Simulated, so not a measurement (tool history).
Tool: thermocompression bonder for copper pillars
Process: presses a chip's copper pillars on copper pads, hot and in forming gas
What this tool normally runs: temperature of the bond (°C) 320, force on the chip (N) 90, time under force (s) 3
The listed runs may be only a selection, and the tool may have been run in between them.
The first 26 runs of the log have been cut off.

run,hour,temperature of the bond (°C),force on the chip (N),time under force (s),hours of work since the heater was calibrated,hours of work since the force cell was calibrated,hours of work since the gas filter was changed,force that shears a chip off (N)
27,1490.9,313,97,9,1030,297,133,86.6
28,1535.6,340,65,3,1061,327,164,62.0
29,1567.4,338,73,7,1082,348,185,82.1
30,1605.3,320,57,4,1108,374,211,49.7
31,1673.4,320,57,4,1154,420,257,48.9
32,1714.0,320,81,3,1182,448,285,59.6
33,1761.3,320,81,3,1214,480,317,59.2
34,1831.0,297,56,3,1261,527,364,30.7
35,1881.7,311,121,9,1296,562,398,87.8
# hour 1932.0: forming gas filter changed
36,1939.6,302,90,2,1334,601,5,47.5
37,2013.5,307,133,4,1385,651,55,83.1
38,2066.9,312,126,4,1421,687,92,83.4
39,2140.2,320,76,2,1471,737,141,50.1
40,2204.8,318,75,5,1515,781,185,63.2

Each row is a separate what-if for the run after 40, all from the same tool condition, not one after another. Results?
A,2258.2,330,98,9,1551,817,221,?
B,2258.2,320,54,3,1551,817,221,?
C,2258.2,320,107,3,1551,817,221,?

run,force that shears a chip off (N)
A,93.8
B,42.0
C,69.8
With no hidden state in the tool, these same runs would have given:
run,force that shears a chip off (N)
A,101.8
B,48.8
C,78.6
